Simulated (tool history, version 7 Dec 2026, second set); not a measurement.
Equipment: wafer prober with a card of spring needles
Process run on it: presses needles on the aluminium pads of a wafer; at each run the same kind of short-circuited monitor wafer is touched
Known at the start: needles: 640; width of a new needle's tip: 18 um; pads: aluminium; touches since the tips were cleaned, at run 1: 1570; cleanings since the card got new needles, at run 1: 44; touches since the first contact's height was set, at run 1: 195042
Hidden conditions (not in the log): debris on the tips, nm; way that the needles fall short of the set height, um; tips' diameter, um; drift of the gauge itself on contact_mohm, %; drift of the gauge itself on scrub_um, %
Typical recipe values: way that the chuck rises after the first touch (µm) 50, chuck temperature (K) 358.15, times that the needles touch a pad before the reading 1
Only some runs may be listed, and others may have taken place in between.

run,hour,way that the chuck rises after the first touch (µm),chuck temperature (K),times that the needles touch a pad before the reading,touches since the tips were cleaned,cleanings since the card got new needles,touches since the first contact's height was set,resistance of one needle with its contact and lead (mohm),way that a needle slides on the pad (µm)
1,0,50,358.15,1,1570,44,195042,239,8.96
# hour 5.8: tips cleaned on abrasive film
# hour 15.4: tips cleaned on abrasive film
# hour 25: tips cleaned on abrasive film
# hour 34.5: tips cleaned on abrasive film
# hour 44.1: tips cleaned on abrasive film
# hour 51.8: tips cleaned on abrasive film
# hour 61.4: tips cleaned on abrasive film
# hour 71: tips cleaned on abrasive film
2,71.8,50,358.15,2,388,52,229491,219,8.83
# hour 79.5: tips cleaned on abrasive film
# hour 89: tips cleaned on abrasive film
# hour 93.1: height of the first contact set anew
# hour 98.9: tips cleaned on abrasive film
# hour 106.6: tips cleaned on abrasive film
# hour 116.2: tips cleaned on abrasive film
# hour 125.8: tips cleaned on abrasive film
# hour 135.4: tips cleaned on abrasive film
# hour 144.9: tips cleaned on abrasive film
# hour 154.5: tips cleaned on abrasive film
# hour 163.3: tips cleaned on abrasive film
3,163.3,50,358.15,1,0,62,33662,222,8.17
# hour 172.9: tips cleaned on abrasive film
# hour 180.6: tips cleaned on abrasive film
# hour 190.1: tips cleaned on abrasive film
# hour 199.7: tips cleaned on abrasive film
# hour 209.3: tips cleaned on abrasive film
# hour 217: tips cleaned on abrasive film
# hour 226.6: tips cleaned on abrasive film
4,226.7,50,358.15,1,70,69,64110,228,8.06
# hour 234.4: tips cleaned on abrasive film
# hour 244: tips cleaned on abrasive film
# hour 253.6: tips cleaned on abrasive film
# hour 261.3: tips cleaned on abrasive film
# hour 270.8: tips cleaned on abrasive film
# hour 279.1: tips cleaned on abrasive film
5,279.1,50,358.15,1,0,75,89226,221,7.96
# hour 286.8: tips cleaned on abrasive film
# hour 294.5: tips cleaned on abrasive film
# hour 302.1: tips cleaned on abrasive film
# hour 311.7: tips cleaned on abrasive film
# hour 321.3: tips cleaned on abrasive film
# hour 330.9: tips cleaned on abrasive film
6,338.1,50,358.15,1,3520,81,117602,275,7.87
# hour 340.1: tips cleaned on abrasive film
# hour 349.7: tips cleaned on abrasive film
# hour 359.3: tips cleaned on abrasive film
# hour 368.9: tips cleaned on abrasive film
# hour 378.5: tips cleaned on abrasive film
# hour 388.1: tips cleaned on abrasive film
# hour 397.6: tips cleaned on abrasive film
# hour 405.3: tips cleaned on abrasive film
# hour 414.9: tips cleaned on abrasive film
# hour 422.9: tips cleaned on abrasive film
7,422.9,50,358.15,1,0,91,158273,228,7.67
# hour 432.5: tips cleaned on abrasive film
# hour 442.1: tips cleaned on abrasive film
# hour 451.7: tips cleaned on abrasive film
# hour 459.4: tips cleaned on abrasive film
# hour 469: tips cleaned on abrasive film
8,469.8,50,358.15,1,406,96,180773,235,7.61
# hour 477.5: tips cleaned on abrasive film
# hour 487.1: tips cleaned on abrasive film
# hour 496.6: tips cleaned on abrasive film
# hour 502.6: height of the first contact set anew, once more
# hour 506.5: tips cleaned on abrasive film
# hour 516.1: tips cleaned on abrasive film
# hour 525.7: tips cleaned on abrasive film
# hour 535.3: tips cleaned on abrasive film
9,535.5,68,358.15,1,109,103,15758,213,13.14
# hour 543.2: tips cleaned on abrasive film
# hour 552.8: tips cleaned on abrasive film
# hour 562.4: tips cleaned on abrasive film
# hour 571.9: tips cleaned on abrasive film
# hour 579.6: tips cleaned on abrasive film
# hour 589.2: tips cleaned on abrasive film
# hour 598.8: tips cleaned on abrasive film
# hour 608.4: tips cleaned on abrasive film
# hour 617.5: tips cleaned on abrasive film
10,617.5,68,390.15,1,0,112,55135,214,12.91

Estimate the outcome of run 11 from the log above:
# hour 627.1: tips cleaned on abrasive film
# hour 636.7: tips cleaned on abrasive film
# hour 646.3: tips cleaned on abrasive film
# hour 655.9: tips cleaned on abrasive film
# hour 665.4: tips cleaned on abrasive film
# hour 673.4: tips cleaned on abrasive film
11,673.4,33,358.15,1,0,118,81968,?,?

resistance of one needle with its contact and lead (mohm): 245
way that a needle slides on the pad (µm): 6.11
With the hidden condition absent and the run-to-run variation left alone, this run would have shown resistance of one needle with its contact and lead (mohm) 227, way that a needle slides on the pad (µm) 6.41.
